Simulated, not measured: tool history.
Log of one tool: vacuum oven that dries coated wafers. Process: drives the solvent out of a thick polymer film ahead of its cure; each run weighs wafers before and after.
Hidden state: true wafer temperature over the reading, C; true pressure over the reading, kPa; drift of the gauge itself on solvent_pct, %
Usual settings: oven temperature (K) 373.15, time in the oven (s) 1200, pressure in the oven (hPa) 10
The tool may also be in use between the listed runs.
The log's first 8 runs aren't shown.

run,day,oven temperature (K),time in the oven (s),pressure in the oven (hPa),hours of work since the thermocouples were calibrated,hours of work since the vacuum gauge was cleaned of residue,solvent left in the film (%)
9,7.367,373.15,960,10,703,458,4.15
10,8.708,373.15,960,10,718,473,4.14
11,9.738,373.15,960,10,729,484,4
12,10.967,373.15,960,10,742,497,4.22
13,11.921,373.15,960,10,752,507,4.13
14,12.754,373.15,960,10,761,516,4.2
15,14.154,373.15,960,10,776,531,4.13
16,15.867,373.15,960,10,795,550,4.14
17,17.454,373.15,2160,27.8,812,567,2.21
18,18.146,363.15,780,10,819,574,6.69
19,19.454,363.15,780,10,833,588,6.79
20,21.067,363.15,780,10,850,605,6.84
21,21.775,363.15,780,28.7,858,613,7.6
22,22.721,384.15,1620,6.3,868,623,1.06
23,24.392,384.15,1620,6.3,886,641,0.98
24,25.775,362.15,1260,13.9,901,656,5.32
25,26.771,362.15,1260,13.9,912,667,5.27
26,28.404,362.15,1260,13.9,929,684,5.36
27,29.458,362.15,1560,13.9,940,695,4.57
28,30.183,387.15,1200,12,948,703,1.44
29,31.042,373.15,660,7,957,712,5.64
30,32.138,367.15,1980,10,969,724,2.46
31,33.792,373.15,1200,5.3,987,742,3.22

Forecast each of these 5 alternatives for the next run:
A,35.404,376.15,2040,7.6,1004,759,?
B,35.404,367.15,960,10,1004,759,?
C,35.404,376.15,1200,5.3,1004,759,?
D,35.404,373.15,1200,28.2,1004,759,?
E,35.404,368.15,1980,27.7,1004,759,?

run,solvent left in the film (%)
A,1.25
B,5.33
C,2.67
D,4.03
E,3.27
Without the tool's hidden state the same runs would have given:
run,solvent left in the film (%)
A,0.95
B,4.85
C,2.27
D,3.57
E,2.79
